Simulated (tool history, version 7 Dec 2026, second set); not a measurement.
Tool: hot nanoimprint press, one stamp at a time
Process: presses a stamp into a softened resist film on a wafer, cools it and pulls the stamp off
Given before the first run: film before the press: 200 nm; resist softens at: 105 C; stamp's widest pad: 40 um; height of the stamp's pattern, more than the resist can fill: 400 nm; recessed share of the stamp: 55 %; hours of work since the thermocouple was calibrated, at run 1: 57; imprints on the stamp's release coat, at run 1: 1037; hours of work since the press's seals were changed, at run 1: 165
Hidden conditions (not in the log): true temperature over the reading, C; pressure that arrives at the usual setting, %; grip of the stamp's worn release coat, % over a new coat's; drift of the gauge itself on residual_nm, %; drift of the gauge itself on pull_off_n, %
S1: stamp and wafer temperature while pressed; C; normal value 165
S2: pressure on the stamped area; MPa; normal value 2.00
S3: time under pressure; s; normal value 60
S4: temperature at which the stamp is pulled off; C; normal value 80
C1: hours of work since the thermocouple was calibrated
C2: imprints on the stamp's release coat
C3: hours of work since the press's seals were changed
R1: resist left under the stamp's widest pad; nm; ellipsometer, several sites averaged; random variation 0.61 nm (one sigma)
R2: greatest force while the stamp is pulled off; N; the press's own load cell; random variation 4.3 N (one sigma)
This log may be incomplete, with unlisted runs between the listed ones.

| run | hour | S1 | S2 | S3 | S4 | C1 | C2 | C3 | R1 | R2 |
|---|---|---|---|---|---|---|---|---|---|---|
| 1 | 0.0 | 165 | 2.00 | 60 | 80 | 57 | 1037 | 165 | 79.1 | 304 |
| 2 | 43.4 | 165 | 2.00 | 60 | 80 | 87 | 1224 | 194 | 79.1 | 328 |
|  | 103.6 | stamp cleaned and given a new release coat |
| 3 | 103.6 | 165 | 2.00 | 60 | 80 | 124 | 0 | 231 | 77.5 | 209 |
| 4 | 140.6 | 165 | 2.00 | 60 | 80 | 149 | 159 | 256 | 77.3 | 220 |
| 5 | 182.9 | 165 | 2.00 | 104 | 80 | 178 | 340 | 285 | 60.7 | 237 |
| 6 | 244.8 | 165 | 2.00 | 104 | 80 | 220 | 605 | 327 | 60.1 | 265 |
| 7 | 306.9 | 165 | 2.00 | 104 | 80 | 262 | 872 | 370 | 60.9 | 286 |
|  | 358.5 | plate thermocouple calibrated |
| 8 | 365.5 | 165 | 2.00 | 104 | 80 | 5 | 1110 | 407 | 63.4 | 305 |
| 9 | 418.3 | 165 | 2.00 | 104 | 80 | 41 | 1336 | 443 | 63.7 | 326 |
|  | 453.5 | stamp cleaned and given a new release coat |
| 10 | 456.1 | 165 | 2.00 | 104 | 80 | 62 | 11 | 465 | 64.4 | 214 |
| 11 | 496.7 | 165 | 2.00 | 60 | 80 | 90 | 185 | 493 | 78.0 | 228 |
| 12 | 526.0 | 165 | 2.00 | 60 | 80 | 110 | 310 | 513 | 79.1 | 234 |
| 13 | 565.1 | 160 | 2.00 | 60 | 80 | 137 | 478 | 539 | 95.7 | 247 |
| 14 | 614.6 | 165 | 2.00 | 60 | 80 | 170 | 690 | 573 | 77.1 | 272 |
|  | 650.0 | press's hydraulic seals changed and the load cell set to zero |
| 15 | 665.3 | 165 | 2.00 | 60 | 80 | 199 | 874 | 10 | 75.6 | 273 |
| 16 | 699.1 | 165 | 2.00 | 60 | 80 | 222 | 1018 | 33 | 75.7 | 289 |
| 17 | 738.2 | 166 | 2.00 | 70 | 80 | 249 | 1186 | 60 | 69.1 | 321 |
|  | 808.0 | stamp cleaned and given a new release coat |
| 18 | 808.0 | 166 | 1.25 | 96 | 80 | 292 | 0 | 103 | 72.8 | 216 |
|  | 814.9 | plate thermocouple calibrated |
| 19 | 869.5 | 165 | 1.28 | 32 | 71 | 37 | 250 | 143 | 118.5 | 244 |
| 20 | 912.4 | 173 | 1.29 | 76 | 80 | 66 | 435 | 172 | 64.2 | 251 |
| 21 | 971.4 | 165 | 1.86 | 75 | 80 | 107 | 687 | 213 | 74.2 | 275 |
| 22 | 1029.7 | 165 | 1.40 | 61 | 76 | 146 | 938 | 252 | 90.6 | 299 |
| 23 | 1079.5 | 165 | 1.40 | 61 | 76 | 180 | 1151 | 286 | 90.1 | 323 |
| 24 | 1129.9 | 158 | 1.54 | 46 | 76 | 214 | 1367 | 320 | 121.4 | 345 |
|  | 1157.4 | stamp cleaned and given a new release coat |
| 25 | 1198.5 | 158 | 1.54 | 46 | 76 | 257 | 177 | 363 | 120.8 | 225 |
| 26 | 1244.9 | 158 | 2.01 | 101 | 76 | 289 | 376 | 395 | 80.9 | 244 |
|  | 1257.9 | plate thermocouple calibrated |
| 27 | 1281.5 | 158 | 2.01 | 101 | 86 | 16 | 520 | 418 | 86.3 | 253 |
| 28 | 1325.4 | 158 | 2.01 | 101 | 86 | 46 | 708 | 447 | 86.5 | 255 |
| 29 | 1359.7 | 160 | 1.63 | 66 | 78 | 69 | 855 | 471 | 100.8 | 275 |
| 30 | 1411.9 | 160 | 1.63 | 66 | 78 | 105 | 1079 | 506 | 100.3 | 307 |

Here are 4 independent what-if runs from the current tool condition. What would each one return?
| A | 1460.8 | 165 | 2.00 | 72 | 66 | 138 | 1289 | 540 | ? | ? |
| B | 1460.8 | 161 | 1.63 | 66 | 78 | 138 | 1289 | 540 | ? | ? |
| C | 1460.8 | 173 | 1.63 | 66 | 78 | 138 | 1289 | 540 | ? | ? |
| D | 1460.8 | 164 | 1.63 | 66 | 68 | 138 | 1289 | 540 | ? | ? |

| run | R1 | R2 |
|---|---|---|
| A | 72.6 | 359 |
| B | 96.2 | 336 |
| C | 60.2 | 336 |
| D | 86.6 | 361 |
What these runs would have given with no unlogged condition in the tool:
| run | R1 | R2 |
|---|---|---|
| A | 73.3 | 233 |
| B | 97.4 | 218 |
| C | 60.9 | 219 |
| D | 87.7 | 234 |
